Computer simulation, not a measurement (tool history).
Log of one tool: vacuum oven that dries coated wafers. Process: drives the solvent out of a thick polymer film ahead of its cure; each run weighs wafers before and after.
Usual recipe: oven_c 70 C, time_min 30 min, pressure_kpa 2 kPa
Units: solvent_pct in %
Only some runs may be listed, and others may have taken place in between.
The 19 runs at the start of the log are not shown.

run   hour  oven_c  time_min  pressure_kpa  hours of work since the thermocouples were calibrated  hours of work since the vacuum gauge was cleaned of residue  solvent_pct
 20    362      62        38          6.97                                                    477                                                          505         8.55
 21  376.2      62        38          6.97                                                    486                                                          514         8.52
     379.3  -- oven's thermocouples calibrated
 22  402.3      83        28          1.38                                                     14                                                          528          0.8
 23  428.5      83        40          1.38                                                     30                                                          544         0.66
       447  -- oven's thermocouples calibrated, once more
 24  451.1      71        35          1.27                                                      3                                                          557         1.45
 25  469.3      64        35          1.27                                                     14                                                          568         2.35
 26  486.3      71        18          3.55                                                     24                                                          578         4.94
 27  503.1      72        20          7.98                                                     34                                                          588         7.15
 28  520.3      72        20          7.98                                                     45                                                          599          7.2
 29  541.3      70        36          6.98                                                     57                                                          612         6.15
 30  563.5      70        36          6.98                                                     71                                                          625         6.21
 31  579.4      57        16           1.2                                                     81                                                          635         7.44

Alternative continuations, all from the tool just after run 31; predict every row:
  A  595.6      70        30          2.52                                                     91                                                          645            ?
  B  595.6      75        30          1.22                                                     91                                                          645            ?
  C  595.6      62        28          6.08                                                     91                                                          645            ?

run  solvent_pct
  A         2.87
  B         1.21
  C         8.46
Had the tool no hidden state, the same runs would have come out as:
run  solvent_pct
  A         2.69
  B         1.05
  C         8.23
